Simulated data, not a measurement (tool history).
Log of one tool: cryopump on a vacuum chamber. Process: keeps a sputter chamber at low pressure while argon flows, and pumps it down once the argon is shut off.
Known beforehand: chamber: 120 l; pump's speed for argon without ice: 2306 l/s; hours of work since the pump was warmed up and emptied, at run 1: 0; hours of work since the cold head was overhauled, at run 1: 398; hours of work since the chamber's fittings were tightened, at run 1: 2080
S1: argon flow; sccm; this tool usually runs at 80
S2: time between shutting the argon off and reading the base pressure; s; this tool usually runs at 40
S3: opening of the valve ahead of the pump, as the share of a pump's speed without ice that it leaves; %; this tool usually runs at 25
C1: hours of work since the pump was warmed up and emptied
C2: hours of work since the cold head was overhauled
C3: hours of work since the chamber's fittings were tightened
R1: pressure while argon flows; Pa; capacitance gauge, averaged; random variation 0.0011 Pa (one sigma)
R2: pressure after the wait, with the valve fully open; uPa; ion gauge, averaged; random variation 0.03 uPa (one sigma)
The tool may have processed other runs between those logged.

Run 1, hour 0: usual settings; C1 0; C2 398; C3 2080. Result: R1 0.2345 Pa, R2 2.91 uPa.
Run 2, hour 98.4: usual settings; C1 80; C2 477; C3 2160. Result: R1 0.2392 Pa, R2 2.95 uPa.
At hour 133.4: leaking fittings of the chamber tightened, without venting.
Run 3, hour 193.4: usual settings but S3 47 %; C1 155; C2 553; C3 49. Result: R1 0.1321 Pa, R2 1.53 uPa.
Run 4, hour 248.9: usual settings; C1 200; C2 598; C3 94. Result: R1 0.2452 Pa, R2 1.51 uPa.
Run 5, hour 311.1: usual settings; C1 251; C2 648; C3 144. Result: R1 0.2511 Pa, R2 1.58 uPa.
Run 6, hour 365.3: usual settings; C1 295; C2 692; C3 188. Result: R1 0.2532 Pa, R2 1.63 uPa.
Run 7, hour 448.6: usual settings; C1 362; C2 760; C3 256. Result: R1 0.2597 Pa, R2 1.74 uPa.
At hour 482.4: pump warmed up, emptied and cooled again.
Run 8, hour 559.7: usual settings; C1 63; C2 846; C3 342. Result: R1 0.2378 Pa, R2 1.73 uPa.
Run 9, hour 609.8: usual settings; C1 103; C2 887; C3 382. Result: R1 0.2396 Pa, R2 1.73 uPa.
Run 10, hour 660.8: usual settings; C1 145; C2 928; C3 424. Result: R1 0.2429 Pa, R2 1.79 uPa.
Run 11, hour 741: usual settings but S2 44 s; C1 210; C2 993; C3 489. Result: R1 0.2485 Pa, R2 1.77 uPa.
Run 12, hour 797.7: usual settings but S2 44 s; C1 256; C2 1039; C3 535. Result: R1 0.2499 Pa, R2 1.8 uPa.
Run 13, hour 903.5: usual settings but S2 44 s; C1 342; C2 1125; C3 621. Result: R1 0.258 Pa, R2 1.97 uPa.
At hour 963.7: pump warmed up, emptied and cooled again.
Run 14, hour 989.3: usual settings; C1 21; C2 1190; C3 686. Result: R1 0.2354 Pa, R2 1.93 uPa.
Run 15, hour 1055.1: usual settings but S1 37 sccm; C1 74; C2 1244; C3 739. Result: R1 0.1099 Pa, R2 1.95 uPa.
Run 16, hour 1150: usual settings but S1 37 sccm; C1 151; C2 1321; C3 816. Result: R1 0.1137 Pa, R2 2.1 uPa.
Run 17, hour 1198.4: usual settings but S1 103 sccm, S2 62 s, S3 41 %; C1 190; C2 1360; C3 856. Result: R1 0.1992 Pa, R2 1.7 uPa.
Run 18, hour 1258.5: usual settings but S1 103 sccm, S3 34 %; C1 239; C2 1409; C3 904. Result: R1 0.2436 Pa, R2 2.2 uPa.
Run 19, hour 1327.1: usual settings but S1 41 sccm, S2 137 s; C1 295; C2 1464; C3 960. Result: R1 0.1301 Pa, R2 1.4 uPa.
Run 20, hour 1418.5: usual settings but S1 41 sccm, S2 20 s, S3 45 %; C1 369; C2 1539; C3 1034. Result: R1 0.0818 Pa, R2 3.79 uPa.
At hour 1449: pump warmed up, emptied and cooled again.
Run 21, hour 1530.3: usual settings but S1 41 sccm, S2 20 s; C1 66; C2 1625; C3 1121. Result: R1 0.1229 Pa, R2 3.61 uPa.
Run 22, hour 1637.7: usual settings but S2 82 s, S3 18 %; C1 153; C2 1712; C3 1208. Result: R1 0.335 Pa, R2 1.71 uPa.
Run 23, hour 1731.2: usual settings but S2 82 s, S3 18 %; C1 229; C2 1788; C3 1284. Result: R1 0.3447 Pa, R2 1.83 uPa.
Run 24, hour 1805.4: usual settings but S1 148 sccm, S2 166 s, S3 16 %; C1 289; C2 1848; C3 1344. Result: R1 0.72 Pa, R2 1.63 uPa.
Run 25, hour 1891.6: usual settings but S1 72 sccm, S2 166 s, S3 59 %; C1 359; C2 1918; C3 1414. Result: R1 0.1132 Pa, R2 1.82 uPa.
At hour 1937.3: pump warmed up, emptied and cooled again.
Run 26, hour 1953.7: usual settings but S1 72 sccm, S2 166 s, S3 59 %; C1 13; C2 1965; C3 1460. Result: R1 0.0929 Pa, R2 1.46 uPa.
Run 27, hour 2047: usual settings but S1 72 sccm, S2 166 s, S3 59 %; C1 89; C2 2040; C3 1536. Result: R1 0.0958 Pa, R2 1.49 uPa.
Run 28, hour 2124.1: usual settings but S1 72 sccm, S2 166 s, S3 59 %; C1 152; C2 2103; C3 1598. Result: R1 0.0999 Pa, R2 1.67 uPa.
Run 29, hour 2236.3: usual settings but S1 72 sccm, S2 166 s, S3 59 %; C1 243; C2 2194; C3 1689. Result: R1 0.105 Pa, R2 1.9 uPa.
Run 30, hour 2290.7: usual settings but S2 47 s; C1 287; C2 2238; C3 1734. Result: R1 0.2564 Pa, R2 2.79 uPa.
Run 31, hour 2388.7: usual settings but S1 33 sccm, S2 24 s, S3 43 %; C1 366; C2 2317; C3 1813. Result: R1 0.0686 Pa, R2 4.04 uPa.

Branching from run 31: 5 alternative next runs. What would each branch give?
At hour 2417.4: pump warmed up, emptied and cooled again.
Run A, hour 2479.2: usual settings but S1 66 sccm, S2 88 s, S3 43 %; C1 50; C2 2387; C3 1882. Result: R1 ?, R2 ?.
At hour 2417.4: pump warmed up, emptied and cooled again.
Run B, hour 2479.2: usual settings but S1 74 sccm, S2 21 s, S3 43 %; C1 50; C2 2387; C3 1882. Result: R1 ?, R2 ?.
At hour 2417.4: pump warmed up, emptied and cooled again.
Run C, hour 2479.2: usual settings but S1 136 sccm; C1 50; C2 2387; C3 1882. Result: R1 ?, R2 ?.
At hour 2417.4: pump warmed up, emptied and cooled again.
Run D, hour 2479.2: usual settings but S1 46 sccm, S2 47 s, S3 15 %; C1 50; C2 2387; C3 1882. Result: R1 ?, R2 ?.
At hour 2417.4: pump warmed up, emptied and cooled again.
Run E, hour 2479.2: usual settings but S1 33 sccm, S2 21 s, S3 24 %; C1 50; C2 2387; C3 1882. Result: R1 ?, R2 ?.

run      R1    R2
  A  0.1166  2.07
  B  0.1309  3.94
  C   0.404  2.79
  D  0.2271  2.63
  E   0.103  3.98
Had the tool no hidden state, the same runs would have come out as:
run      R1    R2
  A  0.1122  0.71
  B  0.1259  2.63
  C   0.395  1.46
  D   0.224  1.29
  E  0.1008  2.67
